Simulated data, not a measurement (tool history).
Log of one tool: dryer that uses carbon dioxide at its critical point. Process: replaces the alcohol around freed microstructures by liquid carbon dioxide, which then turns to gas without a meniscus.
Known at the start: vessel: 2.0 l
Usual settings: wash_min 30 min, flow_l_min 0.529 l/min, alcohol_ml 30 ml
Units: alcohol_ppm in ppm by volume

run	hour	wash_min	flow_l_min	alcohol_ml	alcohol_ppm
1	0.0	30	0.529	30	49
2	17.7	43	0.529	30	29
3	58.3	43	0.529	30	21
4	76.2	30	0.529	99	95
5	114.4	30	0.529	64	76
6	137.6	30	0.529	30	52
7	166.2	25	0.529	30	95
8	190.1	30	0.529	30	53
9	218.4	30	0.529	30	57
# hour 238.1: inlet filter changed
10	259.1	30	0.529	30	55
11	281.5	30	0.803	30	35
12	309.8	30	0.565	30	41
13	340.0	30	0.529	30	52
14	364.1	30	0.529	30	55
15	402.7	30	0.529	30	59
16	423.1	30	0.529	30	56
17	449.0	30	0.654	30	46
18	470.9	30	0.654	30	44
19	499.7	30	0.654	30	41
20	536.8	30	0.529	30	65
21	558.0	30	0.529	30	63
22	576.7	30	0.529	30	66
23	604.7	30	0.529	30	64
24	624.6	36	0.529	30	56
25	655.8	31	0.662	30	43
26	682.9	27	0.529	43	118
27	719.3	27	0.529	43	116
28	737.3	27	0.529	43	115
# hour 759.4: inlet filter changed
29	768.3	30	0.326	30	276
# hour 795.1: purifier's bed changed
30	795.1	30	0.517	30	26
31	823.7	30	0.517	30	25
32	844.9	30	0.517	30	23
33	863.7	46	0.454	65	6
34	885.7	23	0.454	24	144
35	923.9	30	0.503	30	34
36	960.1	30	0.503	30	31
37	988.6	19	0.413	112	2068
38	1028.4	19	0.413	112	2085
39	1055.3	41	0.652	117	19

The next listed run, before its measurement:
40	1082.2	30	0.340	30	?

Run 40 gave alcohol_ppm 224 ppm by volume.
Without the tool's hidden state the same run would have given alcohol_ppm 174 ppm by volume.
